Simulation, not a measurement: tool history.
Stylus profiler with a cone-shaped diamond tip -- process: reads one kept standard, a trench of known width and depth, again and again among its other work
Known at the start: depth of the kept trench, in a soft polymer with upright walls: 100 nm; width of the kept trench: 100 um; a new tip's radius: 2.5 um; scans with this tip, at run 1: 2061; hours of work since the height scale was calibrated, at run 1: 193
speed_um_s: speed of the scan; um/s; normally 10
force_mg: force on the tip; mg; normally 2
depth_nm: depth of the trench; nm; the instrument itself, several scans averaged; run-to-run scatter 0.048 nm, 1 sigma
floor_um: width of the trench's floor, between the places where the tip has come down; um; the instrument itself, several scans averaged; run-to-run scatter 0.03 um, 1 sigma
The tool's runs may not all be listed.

run,hour,speed_um_s,force_mg,scans with this tip,hours of work since the height scale was calibrated,depth_nm,floor_um
1,0,10,2,2061,193,101.39,98.25
2,22.1,10,2,2204,206,101.46,98.21
3,39.7,10,2,2318,216,101.52,98.13
4,55.6,10,2,2420,226,101.56,98.17
5,79.8,10,2,2577,241,101.46,98.18
6,99.6,10,2,2705,253,101.5,98.12
7,110.8,10,2,2777,259,101.51,98.06
8,130.2,10,2,2902,271,101.51,98.11
9,152.4,10,2,3045,284,101.52,98.12
10,165.6,10,2,3130,292,101.45,98.05
11,186,10,2,3262,305,101.5,98.06
12,201.1,10,2,3360,314,101.55,98.04
13,214,3,2,3443,322,101.53,98.05
14,230.7,3,1.48,3551,332,101.3,98.05
15,255.4,3,1.48,3710,347,101.35,98.03
16,274.9,8,1.48,3836,358,101.25,97.98
17,287.8,10,2.63,3920,366,101.84,97.96
18,309.2,10,2.63,4057,379,101.85,97.94
# hour 311.5: height scale calibrated on a step standard
19,322.3,10,2,4139,6,101.58,97.94
20,343.7,10,2,4277,19,101.53,97.92
21,365.8,10,2,4420,33,101.65,97.86
# hour 367.9: height scale calibrated on a step standard, once more
22,378,10,2,4495,6,101.45,97.88
23,403.8,11,1.38,4662,22,101.15,97.82
24,419.9,17,0.75,4766,31,100.72,97.81
25,432.9,5,2.2,4850,39,101.5,97.84
26,452,29,3.46,4973,51,101.99,97.79
27,465.1,29,3.46,5058,59,101.99,97.74
28,490.1,22,2.71,5220,74,101.79,97.77
29,507.1,22,2.71,5329,84,101.73,97.76
30,525.8,22,2.71,5450,95,101.75,97.72
31,541.4,22,2.71,5551,105,101.78,97.71
32,560.7,35,5.4,5675,116,102.8,97.73
33,586.6,35,5.4,5842,132,102.73,97.68
34,609,8,0.88,5987,145,100.87,97.69
35,633.2,25,2.33,6143,160,101.65,97.63
36,650.2,25,2.33,6253,170,101.6,97.59
37,662.5,25,2.33,6332,178,101.6,97.57
38,681.1,5,1.37,6453,189,101.14,97.69
39,698,3,2,6562,199,101.55,97.61
40,709.1,40,3.68,6633,206,102.18,97.5
41,722.6,40,3.68,6721,214,102.21,97.52
42,734,40,3.68,6794,221,102.17,97.52

Measured minus without-hidden-state, run by run (identical run-to-run variation in each term; gauge scatter may differ):
Hidden state present: radius of the tip, um; height scale over the true one, %; drift of the gauge itself on depth_nm, %; drift of the gauge itself on floor_um, %.
run,depth_nm,floor_um
1,+0.08,-0.32
2,+0.09,-0.35
3,+0.09,-0.37
4,+0.09,-0.38
5,+0.1,-0.4
6,+0.11,-0.42
7,+0.11,-0.43
8,+0.11,-0.45
9,+0.13,-0.47
10,+0.13,-0.48
11,+0.13,-0.51
12,+0.13,-0.52
13,+0.14,-0.53
14,+0.15,-0.54
15,+0.15,-0.57
16,+0.16,-0.58
17,+0.17,-0.6
18,+0.17,-0.62
19,+0.21,-0.63
20,+0.22,-0.64
21,+0.22,-0.66
22,-0.02,-0.67
23,-0.01,-0.69
24,+0,-0.7
25,+0,-0.71
26,+0,-0.72
27,+0.01,-0.74
28,+0.02,-0.75
29,+0.02,-0.77
30,+0.03,-0.78
31,+0.03,-0.79
32,+0.03,-0.81
33,+0.05,-0.83
34,+0.05,-0.85
35,+0.06,-0.87
36,+0.07,-0.88
37,+0.06,-0.89
38,+0.07,-0.9
39,+0.08,-0.92
40,+0.08,-0.92
41,+0.08,-0.93
42,+0.09,-0.94
